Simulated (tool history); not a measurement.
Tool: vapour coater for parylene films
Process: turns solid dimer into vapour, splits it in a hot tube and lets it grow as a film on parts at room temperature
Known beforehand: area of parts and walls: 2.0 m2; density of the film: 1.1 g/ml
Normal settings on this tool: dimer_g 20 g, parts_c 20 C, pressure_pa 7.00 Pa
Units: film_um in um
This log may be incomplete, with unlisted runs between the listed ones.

run,hour,dimer_g,parts_c,pressure_pa,film_um
1,0.0,20,20,7.00,4.76
2,21.4,21,20,7.00,5.70
3,38.8,21,20,7.00,5.80
4,57.3,20,20,8.88,5.24
5,71.3,20,26,7.00,4.25
6,85.8,20,26,7.00,4.16
7,98.2,20,26,7.00,4.17
8,116.6,20,20,9.74,5.16
9,131.9,19,20,7.00,5.00
10,146.4,19,20,7.00,4.86
11,167.5,19,20,7.00,4.93
12,183.7,10,14,6.45,3.16
13,201.0,13,25,9.51,2.63
14,227.1,12,13,7.00,3.90
15,253.2,20,13,9.92,6.25
16,269.8,11,17,7.00,2.97
17,291.8,19,21,6.25,4.43
18,308.2,19,21,6.25,4.37

Withheld: 1 entry from between the runs. Position of each, and hidden state at the listed run before versus the listed run after:
Runs 1 to 2: trap's valve overhauled (hour 13.2)
  vapour lost through the trap's worn valve, %: 13.2 -> 0.3; true temperature of the parts over the reading, C: -0.06 -> -0.03
  the result without the hidden state subtracted from the measured one, film_um: -0.71 -> -0.01 um

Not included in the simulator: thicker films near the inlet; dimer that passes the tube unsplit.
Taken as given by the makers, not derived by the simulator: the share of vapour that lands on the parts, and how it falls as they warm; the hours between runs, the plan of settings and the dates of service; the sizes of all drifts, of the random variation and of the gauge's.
